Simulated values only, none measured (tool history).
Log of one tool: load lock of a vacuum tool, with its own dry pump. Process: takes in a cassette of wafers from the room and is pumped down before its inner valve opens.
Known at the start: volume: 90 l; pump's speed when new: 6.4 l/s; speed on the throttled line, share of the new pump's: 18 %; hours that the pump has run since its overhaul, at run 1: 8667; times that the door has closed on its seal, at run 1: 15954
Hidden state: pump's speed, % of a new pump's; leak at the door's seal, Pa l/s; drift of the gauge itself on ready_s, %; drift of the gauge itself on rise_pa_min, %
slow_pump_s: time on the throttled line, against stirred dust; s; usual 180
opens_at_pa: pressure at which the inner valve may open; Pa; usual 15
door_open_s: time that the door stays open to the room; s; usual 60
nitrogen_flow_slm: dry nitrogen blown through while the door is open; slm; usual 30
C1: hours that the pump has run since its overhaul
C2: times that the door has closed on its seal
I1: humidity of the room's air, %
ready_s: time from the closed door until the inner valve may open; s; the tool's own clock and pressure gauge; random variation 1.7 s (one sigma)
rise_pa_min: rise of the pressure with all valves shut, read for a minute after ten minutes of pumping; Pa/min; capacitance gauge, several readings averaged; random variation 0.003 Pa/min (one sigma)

run 1 hour=0 | slow_pump_s=180 opens_at_pa=15 door_open_s=60 nitrogen_flow_slm=30 | C1=8667 C2=15954 | I1=46.6 | ready_s=285.7 rise_pa_min=0.058
run 2 hour=217.6 | slow_pump_s=180 opens_at_pa=15 door_open_s=60 nitrogen_flow_slm=30 | C1=8884 C2=16557 | I1=48.6 | ready_s=283.9 rise_pa_min=0.058
run 3 hour=327.6 | slow_pump_s=180 opens_at_pa=15 door_open_s=60 nitrogen_flow_slm=30 | C1=8994 C2=16862 | I1=45.5 | ready_s=282 rise_pa_min=0.056
run 4 hour=539.8 | slow_pump_s=180 opens_at_pa=15 door_open_s=60 nitrogen_flow_slm=30 | C1=9207 C2=17449 | I1=43.8 | ready_s=285.1 rise_pa_min=0.056
run 5 hour=726.2 | slow_pump_s=180 opens_at_pa=15 door_open_s=60 nitrogen_flow_slm=30 | C1=9393 C2=17966 | I1=44.7 | ready_s=286.9 rise_pa_min=0.056
run 6 hour=928 | slow_pump_s=180 opens_at_pa=15 door_open_s=60 nitrogen_flow_slm=8 | C1=9595 C2=18525 | I1=46.7 | ready_s=281.6 rise_pa_min=0.069
run 7 hour=1143.8 | slow_pump_s=180 opens_at_pa=15 door_open_s=60 nitrogen_flow_slm=30 | C1=9811 C2=19123 | I1=46.1 | ready_s=284.3 rise_pa_min=0.066
run 8 hour=1311.2 | slow_pump_s=180 opens_at_pa=15 door_open_s=60 nitrogen_flow_slm=30 | C1=9978 C2=19586 | I1=45.5 | ready_s=282.6 rise_pa_min=0.071
run 9 hour=1491 | slow_pump_s=180 opens_at_pa=15 door_open_s=60 nitrogen_flow_slm=30 | C1=10158 C2=20084 | I1=42.7 | ready_s=284 rise_pa_min=0.063
run 10 hour=1646.9 | slow_pump_s=180 opens_at_pa=15 door_open_s=60 nitrogen_flow_slm=30 | C1=10314 C2=20516 | I1=44.6 | ready_s=286.2 rise_pa_min=0.067
run 11 hour=1787.8 | slow_pump_s=180 opens_at_pa=15 door_open_s=60 nitrogen_flow_slm=30 | C1=10455 C2=20907 | I1=46.7 | ready_s=286.1 rise_pa_min=0.071
run 12 hour=1989.7 | slow_pump_s=180 opens_at_pa=15 door_open_s=51 nitrogen_flow_slm=30 | C1=10657 C2=21466 | I1=46.5 | ready_s=282.3 rise_pa_min=0.068
run 13 hour=2153.3 | slow_pump_s=180 opens_at_pa=15 door_open_s=51 nitrogen_flow_slm=30 | C1=10820 C2=21919 | I1=43.9 | ready_s=287.1 rise_pa_min=0.073
run 14 hour=2350.5 | slow_pump_s=180 opens_at_pa=15 door_open_s=51 nitrogen_flow_slm=30 | C1=11017 C2=22465 | I1=48.3 | ready_s=287.1 rise_pa_min=0.075
run 15 hour=2442.1 | slow_pump_s=249 opens_at_pa=13 door_open_s=34 nitrogen_flow_slm=33 | C1=11109 C2=22719 | I1=47.1 | ready_s=346.4 rise_pa_min=0.072
run 16 hour=2612.4 | slow_pump_s=249 opens_at_pa=14 door_open_s=30 nitrogen_flow_slm=20 | C1=11279 C2=23190 | I1=46.4 | ready_s=342.1 rise_pa_min=0.078
run 17 hour=2731.6 | slow_pump_s=249 opens_at_pa=14 door_open_s=138 nitrogen_flow_slm=20 | C1=11398 C2=23521 | I1=45.1 | ready_s=341.4 rise_pa_min=0.094
run 18 hour=2875.6 | slow_pump_s=249 opens_at_pa=14 door_open_s=138 nitrogen_flow_slm=20 | C1=11542 C2=23920 | I1=45.5 | ready_s=341.1 rise_pa_min=0.092
run 19 hour=2988.8 | slow_pump_s=97 opens_at_pa=26 door_open_s=32 nitrogen_flow_slm=13 | C1=11656 C2=24233 | I1=44.3 | ready_s=211.7 rise_pa_min=0.083
run 20 hour=3120.2 | slow_pump_s=97 opens_at_pa=26 door_open_s=32 nitrogen_flow_slm=13 | C1=11787 C2=24597 | I1=46.2 | ready_s=209.9 rise_pa_min=0.087
run 21 hour=3279.1 | slow_pump_s=152 opens_at_pa=10 door_open_s=46 nitrogen_flow_slm=30 | C1=11946 C2=25037 | I1=46.2 | ready_s=271.4 rise_pa_min=0.079
run 22 hour=3478.2 | slow_pump_s=152 opens_at_pa=20 door_open_s=38 nitrogen_flow_slm=30 | C1=12145 C2=25589 | I1=42.7 | ready_s=258.3 rise_pa_min=0.081
run 23 hour=3583.8 | slow_pump_s=152 opens_at_pa=20 door_open_s=38 nitrogen_flow_slm=30 | C1=12251 C2=25881 | I1=44 | ready_s=260.9 rise_pa_min=0.086
run 24 hour=3673.7 | slow_pump_s=264 opens_at_pa=15 door_open_s=122 nitrogen_flow_slm=30 | C1=12341 C2=26130 | I1=43.3 | ready_s=349.2 rise_pa_min=0.096
run 25 hour=3817 | slow_pump_s=264 opens_at_pa=15 door_open_s=50 nitrogen_flow_slm=30 | C1=12484 C2=26527 | I1=43.4 | ready_s=355.8 rise_pa_min=0.09
run 26 hour=3911.3 | slow_pump_s=316 opens_at_pa=15 door_open_s=188 nitrogen_flow_slm=16 | C1=12578 C2=26788 | I1=44.5 | ready_s=394.4 rise_pa_min=0.106
run 27 hour=4030.7 | slow_pump_s=180 opens_at_pa=15 door_open_s=204 nitrogen_flow_slm=10 | C1=12698 C2=27119 | I1=44.5 | ready_s=291.5 rise_pa_min=0.119
run 28 hour=4150.4 | slow_pump_s=180 opens_at_pa=14 door_open_s=126 nitrogen_flow_slm=25 | C1=12817 C2=27451 | I1=46.1 | ready_s=291.2 rise_pa_min=0.099

Forecast each of these 4 alternatives for the next run:
run A hour=4266.5 | slow_pump_s=181 opens_at_pa=15 door_open_s=60 nitrogen_flow_slm=13 | C1=12933 C2=27772 | I1=45.2 | ready_s=? rise_pa_min=?
run B hour=4266.5 | slow_pump_s=180 opens_at_pa=25 door_open_s=126 nitrogen_flow_slm=5 | C1=12933 C2=27772 | I1=44.6 | ready_s=? rise_pa_min=?
run C hour=4266.5 | slow_pump_s=333 opens_at_pa=14 door_open_s=126 nitrogen_flow_slm=4 | C1=12933 C2=27772 | I1=45 | ready_s=? rise_pa_min=?
run D hour=4266.5 | slow_pump_s=208 opens_at_pa=25 door_open_s=126 nitrogen_flow_slm=25 | C1=12933 C2=27772 | I1=42.2 | ready_s=? rise_pa_min=?

run=A ready_s=289.6 rise_pa_min=0.105
run=B ready_s=280.5 rise_pa_min=0.121
run=C ready_s=412.7 rise_pa_min=0.12
run=D ready_s=302.1 rise_pa_min=0.102
Without the tool's hidden state the same runs would have given:
run=A ready_s=272.7 rise_pa_min=0.024
run=B ready_s=264.9 rise_pa_min=0.04
run=C ready_s=400.3 rise_pa_min=0.039
run=D ready_s=287.4 rise_pa_min=0.022
